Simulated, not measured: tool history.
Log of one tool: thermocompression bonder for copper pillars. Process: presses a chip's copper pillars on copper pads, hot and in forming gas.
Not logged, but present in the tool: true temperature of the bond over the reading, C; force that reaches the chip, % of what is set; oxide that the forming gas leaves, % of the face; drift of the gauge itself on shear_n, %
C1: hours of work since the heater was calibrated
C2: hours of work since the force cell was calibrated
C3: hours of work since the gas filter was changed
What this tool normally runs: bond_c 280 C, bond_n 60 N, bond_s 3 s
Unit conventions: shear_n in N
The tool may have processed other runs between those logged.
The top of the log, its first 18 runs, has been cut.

Run 19, hour 445.6: usual settings but bond_c 273 C; C1 540; C2 244; C3 111. Result: shear_n 46.7 N.
Run 20, hour 470.0: usual settings but bond_c 273 C; C1 557; C2 261; C3 127. Result: shear_n 46.4 N.
Run 21, hour 491.8: usual settings but bond_c 273 C; C1 572; C2 275; C3 142. Result: shear_n 47.5 N.
Run 22, hour 521.9: usual settings but bond_c 273 C, bond_n 50 N; C1 592; C2 296; C3 162. Result: shear_n 41.7 N.
Run 23, hour 539.2: usual settings but bond_c 299 C; C1 604; C2 307; C3 174. Result: shear_n 65.0 N.
Run 24, hour 562.6: usual settings but bond_c 294 C, bond_n 79 N, bond_s 5 s; C1 620; C2 323; C3 190. Result: shear_n 81.4 N.
Run 25, hour 579.9: usual settings but bond_c 288 C, bond_n 70 N, bond_s 5 s; C1 631; C2 335; C3 202. Result: shear_n 71.8 N.
Run 26, hour 594.9: usual settings but bond_n 57 N; C1 641; C2 345; C3 212. Result: shear_n 50.0 N.
Run 27, hour 626.9: usual settings but bond_c 281 C, bond_n 51 N, bond_s 7 s; C1 663; C2 367; C3 233. Result: shear_n 63.0 N.
Run 28, hour 659.0: usual settings but bond_c 281 C, bond_n 51 N, bond_s 7 s; C1 685; C2 388; C3 255. Result: shear_n 62.4 N.
Run 29, hour 678.2: usual settings but bond_c 273 C, bond_n 51 N, bond_s 7 s; C1 698; C2 401; C3 268. Result: shear_n 56.8 N.
Run 30, hour 697.9: usual settings but bond_c 273 C, bond_n 51 N, bond_s 7 s; C1 711; C2 415; C3 281. Result: shear_n 56.7 N.
Run 31, hour 727.3: usual settings but bond_c 288 C; C1 731; C2 434; C3 301. Result: shear_n 58.0 N.
Run 32, hour 740.5: usual settings but bond_c 298 C, bond_n 78 N; C1 740; C2 443; C3 310. Result: shear_n 74.3 N.

Forecast run 33:
Run 33, hour 764.2: usual settings but bond_c 298 C, bond_n 78 N; C1 756; C2 459; C3 326. Result: shear_n ?.

shear_n: 74.0 N
Were there no unlogged condition in the tool, this run, its random variation unchanged, would have produced shear_n 74.1 N.
